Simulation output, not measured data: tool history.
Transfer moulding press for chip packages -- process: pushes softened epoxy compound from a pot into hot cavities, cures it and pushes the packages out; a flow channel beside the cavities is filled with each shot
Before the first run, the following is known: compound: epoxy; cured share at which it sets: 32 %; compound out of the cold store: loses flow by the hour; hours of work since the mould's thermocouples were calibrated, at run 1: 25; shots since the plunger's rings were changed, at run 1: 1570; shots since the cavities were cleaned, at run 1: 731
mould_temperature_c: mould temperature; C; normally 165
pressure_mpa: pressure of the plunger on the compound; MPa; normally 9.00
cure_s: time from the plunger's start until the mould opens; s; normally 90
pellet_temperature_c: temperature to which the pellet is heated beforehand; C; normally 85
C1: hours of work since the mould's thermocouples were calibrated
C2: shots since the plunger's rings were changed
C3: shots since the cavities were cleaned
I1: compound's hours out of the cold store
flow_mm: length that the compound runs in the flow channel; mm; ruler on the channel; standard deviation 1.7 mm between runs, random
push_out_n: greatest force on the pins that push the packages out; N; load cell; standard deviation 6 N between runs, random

run 1 hour=0.0 | mould_temperature_c=165 pressure_mpa=9.00 cure_s=90 pellet_temperature_c=85 | C1=25 C2=1570 C3=731 | I1=22.0 | flow_mm=907 push_out_n=400
-- hour=42.6 cavities cleaned with cleaning compound and waxed
run 2 hour=45.7 | mould_temperature_c=165 pressure_mpa=9.00 cure_s=90 pellet_temperature_c=85 | C1=49 C2=2004 C3=30 | I1=25.2 | flow_mm=887 push_out_n=230
run 3 hour=73.0 | mould_temperature_c=165 pressure_mpa=9.00 cure_s=90 pellet_temperature_c=76 | C1=63 C2=2272 C3=298 | I1=26.8 | flow_mm=880 push_out_n=324
-- hour=130.0 plunger's sealing rings changed
run 4 hour=132.4 | mould_temperature_c=165 pressure_mpa=9.00 cure_s=90 pellet_temperature_c=85 | C1=94 C2=25 C3=858 | I1=17.9 | flow_mm=945 push_out_n=398
-- hour=160.8 cavities cleaned with cleaning compound and waxed
run 5 hour=182.0 | mould_temperature_c=165 pressure_mpa=9.00 cure_s=90 pellet_temperature_c=85 | C1=120 C2=497 C3=208 | I1=33.6 | flow_mm=874 push_out_n=293
run 6 hour=223.7 | mould_temperature_c=165 pressure_mpa=9.00 cure_s=81 pellet_temperature_c=85 | C1=142 C2=906 C3=617 | I1=22.7 | flow_mm=910 push_out_n=407
run 7 hour=270.7 | mould_temperature_c=165 pressure_mpa=9.00 cure_s=81 pellet_temperature_c=85 | C1=168 C2=1368 C3=1079 | I1=33.7 | flow_mm=862 push_out_n=448
-- hour=277.4 cavities cleaned with cleaning compound and waxed
run 8 hour=329.7 | mould_temperature_c=165 pressure_mpa=9.00 cure_s=106 pellet_temperature_c=85 | C1=199 C2=1933 C3=514 | I1=14.8 | flow_mm=931 push_out_n=360
run 9 hour=356.2 | mould_temperature_c=165 pressure_mpa=6.97 cure_s=90 pellet_temperature_c=85 | C1=213 C2=2193 C3=774 | I1=38.3 | flow_mm=734 push_out_n=391
-- hour=395.7 cavities cleaned with cleaning compound and waxed
run 10 hour=400.2 | mould_temperature_c=165 pressure_mpa=6.97 cure_s=90 pellet_temperature_c=85 | C1=236 C2=2611 C3=44 | I1=39.2 | flow_mm=724 push_out_n=247
-- hour=422.0 plunger's sealing rings changed
run 11 hour=458.8 | mould_temperature_c=162 pressure_mpa=6.97 cure_s=90 pellet_temperature_c=85 | C1=266 C2=362 C3=595 | I1=10.7 | flow_mm=873 push_out_n=409
run 12 hour=490.0 | mould_temperature_c=165 pressure_mpa=9.00 cure_s=90 pellet_temperature_c=78 | C1=283 C2=669 C3=902 | I1=37.5 | flow_mm=860 push_out_n=395
-- hour=517.8 cavities cleaned with cleaning compound and waxed
run 13 hour=526.8 | mould_temperature_c=171 pressure_mpa=9.00 cure_s=90 pellet_temperature_c=85 | C1=302 C2=1015 C3=88 | I1=26.4 | flow_mm=872 push_out_n=246
run 14 hour=557.1 | mould_temperature_c=171 pressure_mpa=9.00 cure_s=90 pellet_temperature_c=85 | C1=318 C2=1313 C3=386 | I1=8.9 | flow_mm=939 push_out_n=317
run 15 hour=584.7 | mould_temperature_c=171 pressure_mpa=9.00 cure_s=90 pellet_temperature_c=85 | C1=333 C2=1585 C3=658 | I1=29.4 | flow_mm=853 push_out_n=366
run 16 hour=627.4 | mould_temperature_c=161 pressure_mpa=9.00 cure_s=90 pellet_temperature_c=95 | C1=356 C2=2004 C3=1077 | I1=21.3 | flow_mm=925 push_out_n=485
-- hour=638.4 cavities cleaned with cleaning compound and waxed
run 17 hour=657.2 | mould_temperature_c=161 pressure_mpa=9.00 cure_s=90 pellet_temperature_c=95 | C1=371 C2=2282 C3=185 | I1=25.8 | flow_mm=901 push_out_n=339
run 18 hour=689.6 | mould_temperature_c=161 pressure_mpa=6.92 cure_s=83 pellet_temperature_c=95 | C1=389 C2=2600 C3=503 | I1=41.2 | flow_mm=734 push_out_n=482
-- hour=713.6 plunger's sealing rings changed
run 19 hour=744.7 | mould_temperature_c=161 pressure_mpa=6.92 cure_s=83 pellet_temperature_c=95 | C1=417 C2=305 C3=1019 | I1=40.1 | flow_mm=764 push_out_n=522
-- hour=757.6 cavities cleaned with cleaning compound and waxed
run 20 hour=775.6 | mould_temperature_c=161 pressure_mpa=7.69 cure_s=119 pellet_temperature_c=81 | C1=433 C2=594 C3=177 | I1=16.9 | flow_mm=895 push_out_n=281
run 21 hour=815.3 | mould_temperature_c=159 pressure_mpa=7.97 cure_s=119 pellet_temperature_c=81 | C1=454 C2=984 C3=567 | I1=35.3 | flow_mm=844 push_out_n=380
run 22 hour=867.2 | mould_temperature_c=167 pressure_mpa=9.00 cure_s=90 pellet_temperature_c=85 | C1=482 C2=1494 C3=1077 | I1=19.7 | flow_mm=910 push_out_n=396
-- hour=873.4 cavities cleaned with cleaning compound and waxed
run 23 hour=896.0 | mould_temperature_c=162 pressure_mpa=7.18 cure_s=73 pellet_temperature_c=85 | C1=497 C2=1762 C3=222 | I1=47.9 | flow_mm=735 push_out_n=477
run 24 hour=925.9 | mould_temperature_c=162 pressure_mpa=7.18 cure_s=73 pellet_temperature_c=85 | C1=513 C2=2056 C3=516 | I1=12.5 | flow_mm=859 push_out_n=627
run 25 hour=966.0 | mould_temperature_c=172 pressure_mpa=7.18 cure_s=87 pellet_temperature_c=90 | C1=535 C2=2450 C3=910 | I1=21.4 | flow_mm=774 push_out_n=372
-- hour=989.4 cavities cleaned with cleaning compound and waxed
-- hour=1008.3 plunger's sealing rings changed
run 26 hour=1021.2 | mould_temperature_c=164 pressure_mpa=10.72 cure_s=90 pellet_temperature_c=85 | C1=562 C2=127 C3=288 | I1=33.3 | flow_mm=973 push_out_n=337
run 27 hour=1052.0 | mould_temperature_c=164 pressure_mpa=10.72 cure_s=90 pellet_temperature_c=85 | C1=579 C2=429 C3=590 | I1=9.4 | flow_mm=1078 push_out_n=375
run 28 hour=1080.2 | mould_temperature_c=165 pressure_mpa=9.00 cure_s=90 pellet_temperature_c=94 | C1=594 C2=707 C3=868 | I1=45.5 | flow_mm=828 push_out_n=379
-- hour=1107.6 cavities cleaned with cleaning compound and waxed
run 29 hour=1141.7 | mould_temperature_c=163 pressure_mpa=9.00 cure_s=90 pellet_temperature_c=94 | C1=626 C2=1296 C3=335 | I1=15.8 | flow_mm=951 push_out_n=367

Predict each of these 3 candidate next runs independently; none follows another, all start after run 29:
run A hour=1172.8 | mould_temperature_c=167 pressure_mpa=6.96 cure_s=90 pellet_temperature_c=88 | C1=643 C2=1601 C3=640 | I1=14.9 | flow_mm=? push_out_n=?
run B hour=1172.8 | mould_temperature_c=165 pressure_mpa=8.51 cure_s=111 pellet_temperature_c=76 | C1=643 C2=1601 C3=640 | I1=12.5 | flow_mm=? push_out_n=?
run C hour=1172.8 | mould_temperature_c=158 pressure_mpa=9.00 cure_s=72 pellet_temperature_c=81 | C1=643 C2=1601 C3=640 | I1=47.2 | flow_mm=? push_out_n=?

run=A flow_mm=822 push_out_n=386
run=B flow_mm=929 push_out_n=350
run=C flow_mm=849 push_out_n=843
Had the tool no hidden state, the same runs would have come out as:
run=A flow_mm=840 push_out_n=225
run=B flow_mm=948 push_out_n=202
run=C flow_mm=867 push_out_n=463

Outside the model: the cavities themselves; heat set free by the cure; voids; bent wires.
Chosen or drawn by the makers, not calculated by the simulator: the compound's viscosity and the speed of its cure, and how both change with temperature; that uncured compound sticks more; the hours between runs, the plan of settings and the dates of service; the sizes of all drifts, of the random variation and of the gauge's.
